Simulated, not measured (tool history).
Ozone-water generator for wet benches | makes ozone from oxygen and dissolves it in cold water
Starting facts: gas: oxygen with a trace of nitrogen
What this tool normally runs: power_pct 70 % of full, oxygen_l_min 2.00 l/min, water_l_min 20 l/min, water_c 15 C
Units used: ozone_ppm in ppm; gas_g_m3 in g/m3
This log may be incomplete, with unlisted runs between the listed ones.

run   hour  power_pct  oxygen_l_min  water_l_min  water_c  ozone_ppm  gas_g_m3
  1    0.0         70          2.00           20       15       11.3     177.2
  2   24.7         70          2.00           20       15       11.5     175.3
  3   65.8         70          2.00           20       15       11.2     175.4
  4  100.6         70          2.00           20       15       11.3     175.0
  5  135.7         70          2.00           20       15       11.4     177.0
  6  172.7         70          2.16           20       15       11.5     168.3
  7  217.1         70          2.00           20       15       11.3     176.6
  8  237.3         70          2.00           20       15       11.4     174.3
  9  268.1         70          2.00           20       15       11.1     175.9
 10  300.3         70          2.00           20       15       11.3     174.5
 11  321.5         70          2.00           20       15       11.2     173.6
 12  343.1         70          2.00           20        9       11.8     172.9
 13  363.0         70          2.00           20        9       11.7     174.3
 14  400.1         70          2.00           20        9       11.7     174.7
 15  441.6         70          2.00           20        9       11.5     174.3
 16  473.0         70          2.00           20       15       11.2     172.9
 17  495.6         70          2.00           20       15       11.3     174.6
 18  523.0         70          2.00           20       15       11.0     175.6
 19  561.0         73          1.32           15        8       14.0     221.3
 20  592.9         60          1.52           24        8        8.2     184.1
 21  635.7         89          2.00           20        8       13.4     199.2
 22  672.9         70          2.00           23       10       10.2     173.2
 23  712.6         58          1.93           13       15       14.3     158.8

Run 24 is up next; what results do you expect?
 24  748.5         47          3.03           28        9          ?         ?

{"run 24": {"ozone_ppm": 7.4, "gas_g_m3": 110.0}}
Take away the tool's hidden state, keep the run-to-run variation as it was, and the same run would have given ozone_ppm 7.8 ppm, gas_g_m3 112.5 g/m3.
